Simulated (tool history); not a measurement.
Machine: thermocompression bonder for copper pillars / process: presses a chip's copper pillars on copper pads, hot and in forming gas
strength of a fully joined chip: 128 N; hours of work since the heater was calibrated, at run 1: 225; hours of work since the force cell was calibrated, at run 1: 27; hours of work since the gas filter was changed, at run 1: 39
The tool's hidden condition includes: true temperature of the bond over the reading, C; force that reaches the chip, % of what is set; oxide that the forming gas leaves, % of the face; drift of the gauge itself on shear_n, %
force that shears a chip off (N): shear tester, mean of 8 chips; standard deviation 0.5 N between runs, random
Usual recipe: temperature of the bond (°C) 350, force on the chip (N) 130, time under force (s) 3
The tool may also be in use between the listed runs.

run	hour	temperature of the bond (°C)	force on the chip (N)	time under force (s)	hours of work since the heater was calibrated	hours of work since the force cell was calibrated	hours of work since the gas filter was changed	force that shears a chip off (N)
1	0	350	130	3	225	27	39	58.8
2	8.9	350	166	3	229	31	43	70.2
3	17.7	350	131	3	234	36	48	58.7
4	29.7	350	131	3	240	42	54	58.6
5	37.8	350	131	3	244	47	58	58.9
6	51	350	130	8	251	53	65	80.4
7	61.5	350	130	8	257	59	71	80.3
8	69.7	350	130	8	261	63	75	80.3
9	76.7	350	130	8	265	67	79	79.8
10	84.4	350	130	6	269	71	83	73.4
11	90.5	350	130	6	272	74	86	73.3
12	102.3	350	130	9	278	80	92	82.6
13	115.3	331	129	4	285	87	99	51.6
14	127.5	354	129	3	291	93	105	59.8
15	136.8	354	129	3	296	98	110	60.1
16	147.3	354	129	3	302	104	116	60.7
17	157.4	360	132	2	307	109	121	57
18	169.5	360	140	5	313	115	127	78.7
19	177.5	360	96	2	317	120	131	43.8
20	187.5	360	96	2	323	125	137	44.1

Each row is a separate what-if for the run after 20, all from the same tool condition, not one after another. Results?
A	193.5	362	96	2	326	128	140	?
B	193.5	350	110	3	326	128	140	?
C	193.5	337	113	3	326	128	140	?

run	force that shears a chip off (N)
A	45.4
B	51.3
C	44.8
With no hidden state in the tool, these same runs would have given:
run	force that shears a chip off (N)
A	45.4
B	51.4
C	44.5

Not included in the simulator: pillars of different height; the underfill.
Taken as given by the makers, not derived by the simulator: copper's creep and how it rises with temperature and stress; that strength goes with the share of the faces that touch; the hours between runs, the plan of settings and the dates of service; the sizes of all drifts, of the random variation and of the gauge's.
